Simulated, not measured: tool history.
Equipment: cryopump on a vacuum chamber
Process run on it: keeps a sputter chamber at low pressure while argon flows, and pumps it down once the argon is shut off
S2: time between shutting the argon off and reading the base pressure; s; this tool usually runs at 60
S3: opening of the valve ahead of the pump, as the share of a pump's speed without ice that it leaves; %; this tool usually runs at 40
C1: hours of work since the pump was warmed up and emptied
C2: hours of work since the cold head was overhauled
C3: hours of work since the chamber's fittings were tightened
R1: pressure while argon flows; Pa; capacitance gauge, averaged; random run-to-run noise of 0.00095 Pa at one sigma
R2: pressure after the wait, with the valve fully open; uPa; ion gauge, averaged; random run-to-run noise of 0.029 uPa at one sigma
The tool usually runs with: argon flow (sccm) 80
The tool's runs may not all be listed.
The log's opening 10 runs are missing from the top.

run 11 day=15.821 | argon_flow_(sccm)=80 S2=60 S3=16 | C1=462 C2=462 C3=510 | R1=0.515 R2=1.89
run 12 day=17.575 | argon_flow_(sccm)=80 S2=60 S3=16 | C1=492 C2=492 C3=540 | R1=0.5168 R2=1.97
run 13 day=18.717 | argon_flow_(sccm)=80 S2=60 S3=16 | C1=512 C2=512 C3=559 | R1=0.5165 R2=1.95
run 14 day=19.658 | argon_flow_(sccm)=80 S2=60 S3=16 | C1=528 C2=528 C3=575 | R1=0.5189 R2=2.01
run 15 day=21.592 | argon_flow_(sccm)=107 S2=60 S3=40 | C1=561 C2=561 C3=608 | R1=0.2898 R2=2.12
run 16 day=22.796 | argon_flow_(sccm)=107 S2=60 S3=40 | C1=581 C2=581 C3=629 | R1=0.2895 R2=2.01
run 17 day=24.138 | argon_flow_(sccm)=66 S2=60 S3=40 | C1=604 C2=604 C3=652 | R1=0.1777 R2=2.16
run 18 day=25.708 | argon_flow_(sccm)=92 S2=60 S3=43 | C1=631 C2=631 C3=678 | R1=0.2338 R2=2.14
run 19 day=27.333 | argon_flow_(sccm)=79 S2=123 S3=34 | C1=658 C2=658 C3=706 | R1=0.2505 R2=1.57
run 20 day=28.321 | argon_flow_(sccm)=79 S2=224 S3=48 | C1=675 C2=675 C3=723 | R1=0.1828 R2=1.31
run 21 day=29.467 | argon_flow_(sccm)=80 S2=277 S3=16 | C1=695 C2=695 C3=742 | R1=0.5282 R2=1.25
run 22 day=30.738 | argon_flow_(sccm)=97 S2=280 S3=53 | C1=716 C2=716 C3=764 | R1=0.2059 R2=1.31
run 23 day=32.662 | argon_flow_(sccm)=39 S2=31 S3=30 | C1=749 C2=749 C3=797 | R1=0.1412 R2=3.39
run 24 day=34.162 | argon_flow_(sccm)=39 S2=31 S3=30 | C1=775 C2=775 C3=822 | R1=0.1411 R2=3.52
run 25 day=35.792 | argon_flow_(sccm)=39 S2=31 S3=30 | C1=802 C2=802 C3=850 | R1=0.1421 R2=3.4
run 26 day=36.825 | argon_flow_(sccm)=39 S2=31 S3=30 | C1=820 C2=820 C3=867 | R1=0.142 R2=3.43
run 27 day=38.183 | argon_flow_(sccm)=39 S2=43 S3=30 | C1=843 C2=843 C3=891 | R1=0.1431 R2=2.85
run 28 day=39.667 | argon_flow_(sccm)=39 S2=43 S3=30 | C1=868 C2=868 C3=916 | R1=0.1423 R2=2.94
run 29 day=40.679 | argon_flow_(sccm)=127 S2=166 S3=51 | C1=885 C2=885 C3=933 | R1=0.288 R2=1.72
run 30 day=41.9 | argon_flow_(sccm)=54 S2=42 S3=33 | C1=906 C2=906 C3=954 | R1=0.1828 R2=2.97
run 31 day=43.296 | argon_flow_(sccm)=54 S2=42 S3=33 | C1=930 C2=930 C3=978 | R1=0.1811 R2=3
-- day=43.596 pump warmed up, emptied and cooled again
run 32 day=45.438 | argon_flow_(sccm)=54 S2=28 S3=44 | C1=31 C2=963 C3=1011 | R1=0.1252 R2=3.64
run 33 day=47.417 | argon_flow_(sccm)=57 S2=28 S3=44 | C1=65 C2=997 C3=1044 | R1=0.1326 R2=3.6

Consider 4 possible next runs. They are alternatives, not a sequence: every one starts from the tool as it was left by run 33. What does each give?
run A day=48.475 | argon_flow_(sccm)=158 S2=89 S3=46 | C1=83 C2=1015 C3=1062 | R1=? R2=?
run B day=48.475 | argon_flow_(sccm)=68 S2=60 S3=40 | C1=83 C2=1015 C3=1062 | R1=? R2=?
run C day=48.475 | argon_flow_(sccm)=58 S2=21 S3=40 | C1=83 C2=1015 C3=1062 | R1=? R2=?
run D day=48.475 | argon_flow_(sccm)=57 S2=33 S3=44 | C1=83 C2=1015 C3=1062 | R1=? R2=?

run=A R1=0.3533 R2=1.97
run=B R1=0.1749 R2=2.35
run=C R1=0.1483 R2=4.46
run=D R1=0.1328 R2=3.31
Take away the tool's hidden state, keep each run's random variation, and the runs would have read:
run=A R1=0.3481 R2=0.99
run=B R1=0.1727 R2=1.37
run=C R1=0.1464 R2=3.51
run=D R1=0.1309 R2=2.35

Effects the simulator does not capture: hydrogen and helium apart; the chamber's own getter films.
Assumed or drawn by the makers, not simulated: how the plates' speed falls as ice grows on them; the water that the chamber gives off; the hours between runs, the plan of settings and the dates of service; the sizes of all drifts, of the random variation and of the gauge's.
